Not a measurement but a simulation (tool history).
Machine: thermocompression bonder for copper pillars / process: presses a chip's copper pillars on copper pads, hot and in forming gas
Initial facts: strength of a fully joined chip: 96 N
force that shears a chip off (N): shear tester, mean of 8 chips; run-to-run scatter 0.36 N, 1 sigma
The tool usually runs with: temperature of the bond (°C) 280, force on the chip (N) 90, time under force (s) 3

run	day	temperature of the bond (°C)	force on the chip (N)	time under force (s)	force that shears a chip off (N)
1	0	280	90	3	47.5
2	0.967	280	90	3	48.1
3	1.867	280	90	3	48
4	2.871	280	90	3	47.5
5	4.242	280	90	3	48.1
6	5.533	280	90	3	47.5
7	6.45	280	90	5	56.1
8	7.367	280	90	2	40.6
9	8.646	280	90	2	41.1
10	9.783	280	90	2	41.8
11	10.971	280	90	3	47.1
12	11.95	280	90	3	47
13	13.038	280	90	3	47.5
14	14.429	288	90	3	51.2
15	15.092	307	90	3	59.1
16	16.312	307	90	3	58.5
17	17.058	307	90	3	58.5
18	17.85	307	90	3	58.9
19	18.996	307	90	3	58.4
# day 19.133: forming gas filter changed
20	20.454	280	102	2	47.4
21	21.221	304	90	3	59
22	22.208	280	112	5	66.3
23	23.65	291	124	5	74.9
24	24.567	291	124	5	75.1
25	25.367	291	124	5	74.3
26	26.221	303	83	6	66.9
27	26.871	298	112	6	76.9
28	28.004	309	67	6	61.4
29	28.796	309	57	6	55.3
30	29.508	273	70	5	44.5
31	30.588	273	70	5	44.8
32	31.438	293	65	5	50
33	32.133	293	65	5	50.1
34	32.754	293	65	5	50.6
# day 33.1: heater calibrated with a thermocouple chip
35	33.621	303	82	2	41.6

Below are 5 alternative next runs, each starting from the tool's condition after run 35. Predict each:
A	34.912	284	111	3	?
B	34.912	295	128	2	?
C	34.912	274	92	2	?
D	34.912	283	62	3	?
E	34.912	272	82	7	?

run	force that shears a chip off (N)
A	51.3
B	55.3
C	34.7
D	31.5
E	47.9
Had the tool no hidden state, the same runs would have come out as:
run	force that shears a chip off (N)
A	53.7
B	57.8
C	36.5
D	33.2
E	50.3

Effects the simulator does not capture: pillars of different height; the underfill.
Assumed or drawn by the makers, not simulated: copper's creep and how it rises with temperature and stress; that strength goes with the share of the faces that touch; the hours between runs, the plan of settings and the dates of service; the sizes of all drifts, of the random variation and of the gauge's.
